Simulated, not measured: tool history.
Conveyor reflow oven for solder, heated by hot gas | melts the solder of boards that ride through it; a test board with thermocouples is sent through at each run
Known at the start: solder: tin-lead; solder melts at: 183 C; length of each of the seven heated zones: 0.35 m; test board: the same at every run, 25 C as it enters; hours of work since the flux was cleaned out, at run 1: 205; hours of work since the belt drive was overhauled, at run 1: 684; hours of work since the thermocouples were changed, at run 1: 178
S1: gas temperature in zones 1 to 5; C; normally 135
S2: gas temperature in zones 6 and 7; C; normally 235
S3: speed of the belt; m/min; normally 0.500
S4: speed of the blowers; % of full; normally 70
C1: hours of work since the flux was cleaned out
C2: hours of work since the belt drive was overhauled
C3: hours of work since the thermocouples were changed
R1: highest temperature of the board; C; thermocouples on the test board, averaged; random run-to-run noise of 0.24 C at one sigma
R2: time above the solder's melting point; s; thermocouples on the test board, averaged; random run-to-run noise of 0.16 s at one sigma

run 1 day=0.000 | S1=135 S2=235 S3=0.500 S4=70 | C1=205 C2=684 C3=178 | R1=221.9 R2=67.7
run 2 day=0.308 | S1=135 S2=235 S3=0.500 S4=70 | C1=210 C2=689 C3=183 | R1=222.1 R2=67.3
run 3 day=0.825 | S1=135 S2=235 S3=0.500 S4=70 | C1=219 C2=698 C3=192 | R1=221.7 R2=67.7
run 4 day=1.146 | S1=135 S2=235 S3=0.500 S4=70 | C1=225 C2=704 C3=198 | R1=221.4 R2=67.3
run 5 day=1.471 | S1=135 S2=235 S3=0.500 S4=70 | C1=231 C2=710 C3=203 | R1=221.9 R2=67.4
run 6 day=1.738 | S1=135 S2=235 S3=0.500 S4=70 | C1=235 C2=714 C3=208 | R1=221.7 R2=67.5
run 7 day=2.188 | S1=135 S2=235 S3=0.500 S4=70 | C1=243 C2=722 C3=216 | R1=221.6 R2=67.2
run 8 day=2.462 | S1=135 S2=235 S3=0.500 S4=70 | C1=248 C2=727 C3=221 | R1=221.5 R2=67.2
run 9 day=3.021 | S1=135 S2=235 S3=0.568 S4=70 | C1=258 C2=737 C3=231 | R1=217.4 R2=55.7
run 10 day=3.342 | S1=135 S2=235 S3=0.568 S4=70 | C1=264 C2=743 C3=236 | R1=217.3 R2=55.7
run 11 day=3.588 | S1=135 S2=235 S3=0.568 S4=70 | C1=268 C2=747 C3=241 | R1=217.2 R2=55.7
run 12 day=4.121 | S1=135 S2=235 S3=0.568 S4=70 | C1=277 C2=756 C3=250 | R1=217.4 R2=55.7
run 13 day=4.692 | S1=135 S2=235 S3=0.568 S4=86 | C1=287 C2=766 C3=260 | R1=220.5 R2=58.6
run 14 day=5.112 | S1=135 S2=235 S3=0.500 S4=70 | C1=295 C2=774 C3=267 | R1=221.2 R2=67.2
-- day=5.321 belt drive overhauled, speed set with a stopwatch
run 15 day=5.788 | S1=135 S2=235 S3=0.500 S4=70 | C1=303 C2=8 C3=276 | R1=221.9 R2=68.2
run 16 day=6.242 | S1=135 S2=224 S3=0.500 S4=89 | C1=311 C2=16 C3=284 | R1=215.1 R2=63.9
run 17 day=6.629 | S1=135 S2=224 S3=0.500 S4=89 | C1=318 C2=23 C3=291 | R1=214.5 R2=64.0
run 18 day=6.883 | S1=135 S2=235 S3=0.543 S4=70 | C1=323 C2=27 C3=295 | R1=218.8 R2=60.3
run 19 day=7.383 | S1=135 S2=236 S3=0.414 S4=70 | C1=332 C2=36 C3=304 | R1=227.3 R2=88.1
run 20 day=7.679 | S1=140 S2=235 S3=0.474 S4=70 | C1=337 C2=41 C3=309 | R1=223.4 R2=75.7
run 21 day=8.212 | S1=140 S2=235 S3=0.474 S4=70 | C1=346 C2=51 C3=319 | R1=223.2 R2=75.8
-- day=8.458 belt drive overhauled, speed set with a stopwatch, once more
run 22 day=8.679 | S1=140 S2=235 S3=0.474 S4=70 | C1=351 C2=4 C3=324 | R1=223.1 R2=72.9
run 23 day=9.054 | S1=143 S2=244 S3=0.420 S4=57 | C1=358 C2=10 C3=331 | R1=231.8 R2=90.5
run 24 day=9.521 | S1=143 S2=244 S3=0.420 S4=57 | C1=366 C2=19 C3=339 | R1=232.1 R2=90.6
run 25 day=10.067 | S1=143 S2=244 S3=0.420 S4=57 | C1=376 C2=28 C3=348 | R1=231.8 R2=90.2
run 26 day=10.604 | S1=133 S2=233 S3=0.520 S4=58 | C1=385 C2=38 C3=358 | R1=213.7 R2=55.5
run 27 day=11.062 | S1=133 S2=233 S3=0.520 S4=58 | C1=393 C2=46 C3=366 | R1=214.2 R2=55.8
run 28 day=11.412 | S1=133 S2=233 S3=0.520 S4=58 | C1=399 C2=52 C3=372 | R1=213.5 R2=55.7
run 29 day=11.658 | S1=135 S2=235 S3=0.563 S4=70 | C1=404 C2=56 C3=376 | R1=216.4 R2=54.4
run 30 day=12.238 | S1=135 S2=235 S3=0.563 S4=70 | C1=414 C2=66 C3=386 | R1=217.0 R2=54.3

Pick out some run-to-run changes in R1. Of each, how much would a tool without hidden state show as well, from the settings, what came in and chance, and how much is left for the hidden state and any gauge scatter not in both results compared?
Hidden conditions of the tool in this case: heat that the gas passes to the board, % of a clean oven's; belt's true speed, % of the reading; true gas temperature in zones 6 and 7 over the reading, C; drift of the gauge itself on peak_c, C; drift of the gauge itself on liquid_s, %.
Run 14 -> 15: belt drive overhauled, speed set with a stopwatch. R1 +0.7 C: hidden state +0.3, all else +0.4.
Run 18 -> 19: S2 235 -> 236, S3 0.543 -> 0.414. R1 +8.5 C: hidden state +0.1, all else +8.4.
Run 21 -> 22: belt drive overhauled, speed set with a stopwatch, once more. R1 -0.1 C: hidden state -0.7, all else +0.6.
Run 22 -> 23: S1 140 -> 143, S2 235 -> 244, S3 0.474 -> 0.420, S4 70 -> 57. R1 +8.7 C: hidden state +0.2, all else +8.5.
Run 25 -> 26: S1 143 -> 133, S2 244 -> 233, S3 0.420 -> 0.520, S4 57 -> 58. R1 -18.1 C: hidden state -0.3, all else -17.8.
Run 28 -> 29: S1 133 -> 135, S2 233 -> 235, S3 0.520 -> 0.563, S4 58 -> 70. R1 +2.9 C: hidden state -0.4, all else +3.3.
